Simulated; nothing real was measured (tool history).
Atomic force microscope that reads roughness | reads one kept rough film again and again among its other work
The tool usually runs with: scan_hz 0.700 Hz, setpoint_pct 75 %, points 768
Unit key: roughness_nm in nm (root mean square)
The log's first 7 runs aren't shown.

| run | hour | scan_hz | setpoint_pct | points | roughness_nm |
|---|---|---|---|---|---|
| 8 | 111.6 | 0.700 | 71 | 768 | 2.437 |
|  | 117.5 | new tip fitted |
| 9 | 131.0 | 0.700 | 75 | 768 | 3.517 |
| 10 | 147.6 | 0.700 | 86 | 768 | 3.250 |
| 11 | 157.6 | 0.700 | 86 | 768 | 3.139 |
| 12 | 173.7 | 0.700 | 86 | 768 | 3.013 |
| 13 | 189.3 | 0.700 | 86 | 768 | 2.877 |
| 14 | 209.5 | 0.700 | 76 | 768 | 2.743 |
| 15 | 229.5 | 0.700 | 75 | 272 | 2.584 |
|  | 231.5 | height scale calibrated on a step standard |
| 16 | 249.7 | 0.700 | 85 | 272 | 2.426 |
| 17 | 265.4 | 0.700 | 77 | 768 | 2.378 |
|  | 274.2 | new tip fitted |
| 18 | 279.1 | 0.700 | 77 | 768 | 3.552 |
| 19 | 293.0 | 0.700 | 77 | 768 | 3.397 |
| 20 | 304.6 | 0.700 | 77 | 768 | 3.261 |
| 21 | 321.4 | 0.700 | 77 | 768 | 3.107 |
|  | 326.7 | height scale calibrated on a step standard, once more |
| 22 | 344.2 | 0.700 | 75 | 927 | 2.926 |
| 23 | 358.6 | 0.700 | 75 | 927 | 2.827 |
| 24 | 380.3 | 0.700 | 75 | 927 | 2.637 |
| 25 | 395.1 | 1.448 | 75 | 314 | 2.487 |
| 26 | 405.9 | 1.448 | 75 | 314 | 2.432 |
| 27 | 426.7 | 2.652 | 75 | 859 | 2.233 |
|  | 430.2 | new tip fitted |
| 28 | 447.1 | 2.652 | 75 | 859 | 3.232 |

The next listed run, before its measurement:
| 29 | 465.1 | 2.652 | 82 | 314 | ? |

For run 29 the tool returned roughness_nm 2.924 nm (root mean square).
Without the tool's hidden state the same run would have given roughness_nm 3.296 nm (root mean square).
